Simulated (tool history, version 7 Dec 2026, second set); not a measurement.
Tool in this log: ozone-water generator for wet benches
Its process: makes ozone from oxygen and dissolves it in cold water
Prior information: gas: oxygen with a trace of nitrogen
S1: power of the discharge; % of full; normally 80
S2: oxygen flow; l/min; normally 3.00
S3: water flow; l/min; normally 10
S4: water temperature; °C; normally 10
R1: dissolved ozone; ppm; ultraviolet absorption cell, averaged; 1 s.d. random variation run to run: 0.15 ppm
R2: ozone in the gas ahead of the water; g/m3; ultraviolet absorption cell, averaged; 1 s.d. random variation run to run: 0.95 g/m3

{"run": 1, "hour": 0.0, "S1": 80, "S2": 3.0, "S3": 10, "S4": 10, "R1": 18.4, "R2": 162.1}
{"run": 2, "hour": 95.2, "S1": 80, "S2": 3.0, "S3": 10, "S4": 10, "R1": 18.1, "R2": 162.8}
{"run": 3, "hour": 176.8, "S1": 80, "S2": 3.0, "S3": 10, "S4": 10, "R1": 18.3, "R2": 163.1}
{"run": 4, "hour": 289.3, "S1": 80, "S2": 3.0, "S3": 10, "S4": 10, "R1": 18.2, "R2": 163.8}
{"run": 5, "hour": 394.2, "S1": 80, "S2": 3.0, "S3": 10, "S4": 10, "R1": 18.1, "R2": 164.3}
{"run": 6, "hour": 534.4, "S1": 80, "S2": 3.0, "S3": 10, "S4": 10, "R1": 18.2, "R2": 162.4}
{"run": 7, "hour": 666.3, "S1": 80, "S2": 3.0, "S3": 10, "S4": 10, "R1": 18.4, "R2": 164.2}
{"run": 8, "hour": 784.8, "S1": 80, "S2": 3.0, "S3": 10, "S4": 10, "R1": 18.2, "R2": 164.4}
{"run": 9, "hour": 960.3, "S1": 80, "S2": 3.0, "S3": 10, "S4": 10, "R1": 18.1, "R2": 165.9}
{"run": 10, "hour": 1055.2, "S1": 80, "S2": 3.0, "S3": 10, "S4": 10, "R1": 18.2, "R2": 164.7}
{"run": 11, "hour": 1152.0, "S1": 80, "S2": 3.0, "S3": 10, "S4": 10, "R1": 18.1, "R2": 165.2}
{"run": 12, "hour": 1226.9, "S1": 80, "S2": 3.0, "S3": 10, "S4": 10, "R1": 18.4, "R2": 166.7}
{"run": 13, "hour": 1359.3, "S1": 80, "S2": 3.0, "S3": 15, "S4": 10, "R1": 11.6, "R2": 165.1}
{"run": 14, "hour": 1453.2, "S1": 80, "S2": 3.0, "S3": 15, "S4": 10, "R1": 12.0, "R2": 167.2}
{"run": 15, "hour": 1616.2, "S1": 80, "S2": 3.0, "S3": 15, "S4": 10, "R1": 11.9, "R2": 166.0}
{"run": 16, "hour": 1695.4, "S1": 80, "S2": 3.0, "S3": 15, "S4": 8, "R1": 12.3, "R2": 166.1}
{"run": 17, "hour": 1871.1, "S1": 80, "S2": 3.0, "S3": 15, "S4": 8, "R1": 12.3, "R2": 165.9}
{"hour": 1945.0, "done": "gauge calibrated"}
{"run": 18, "hour": 1993.9, "S1": 92, "S2": 4.55, "S3": 7, "S4": 8, "R1": 26.4, "R2": 138.2}
{"run": 19, "hour": 2112.0, "S1": 80, "S2": 3.03, "S3": 10, "S4": 10, "R1": 18.2, "R2": 162.0}
{"run": 20, "hour": 2263.7, "S1": 80, "S2": 2.9, "S3": 8, "S4": 8, "R1": 23.2, "R2": 167.0}
{"run": 21, "hour": 2352.3, "S1": 56, "S2": 5.18, "S3": 8, "S4": 17, "R1": 13.0, "R2": 83.1}
{"run": 22, "hour": 2436.2, "S1": 56, "S2": 5.18, "S3": 8, "S4": 17, "R1": 12.6, "R2": 85.4}
{"run": 23, "hour": 2601.7, "S1": 80, "S2": 2.37, "S3": 10, "S4": 11, "R1": 18.0, "R2": 191.7}
{"run": 24, "hour": 2682.0, "S1": 78, "S2": 1.68, "S3": 15, "S4": 11, "R1": 11.0, "R2": 235.2}
{"run": 25, "hour": 2779.5, "S1": 80, "S2": 3.5, "S3": 14, "S4": 6, "R1": 13.6, "R2": 147.5}
{"run": 26, "hour": 2904.0, "S1": 60, "S2": 3.46, "S3": 14, "S4": 6, "R1": 10.7, "R2": 117.7}
{"hour": 3047.7, "done": "contactor cleaned"}
{"run": 27, "hour": 3066.5, "S1": 60, "S2": 3.46, "S3": 14, "S4": 6, "R1": 10.6, "R2": 117.1}
{"run": 28, "hour": 3223.9, "S1": 60, "S2": 3.46, "S3": 14, "S4": 6, "R1": 10.7, "R2": 118.7}

Pick out some run-to-run changes in R2. Of each, how much would a tool without hidden state show as well, from the settings, what came in and chance, and how much is left for the hidden state and any gauge scatter not in both results compared?
Hidden state present: yield of the discharge, % of new electrodes'; contactor's efficiency, % of a clean one's; true water temperature over the reading, C; drift of the gauge itself on ozone_ppm, %; drift of the gauge itself on gas_g_m3, %.
Run 17 -> 18: S1 80 -> 92, S2 3.00 -> 4.55, S3 15 -> 7, gauge calibrated. R2 -27.7 g/m3: hidden state -4.5, all else -23.2.
Run 22 -> 23: S1 56 -> 80, S2 5.18 -> 2.37, S3 8 -> 10, S4 17 -> 11. R2 +106.3 g/m3: hidden state +1.1, all else +105.2.
Run 24 -> 25: S1 78 -> 80, S2 1.68 -> 3.50, S3 15 -> 14, S4 11 -> 6. R2 -87.7 g/m3: hidden state -0.6, all else -87.1.
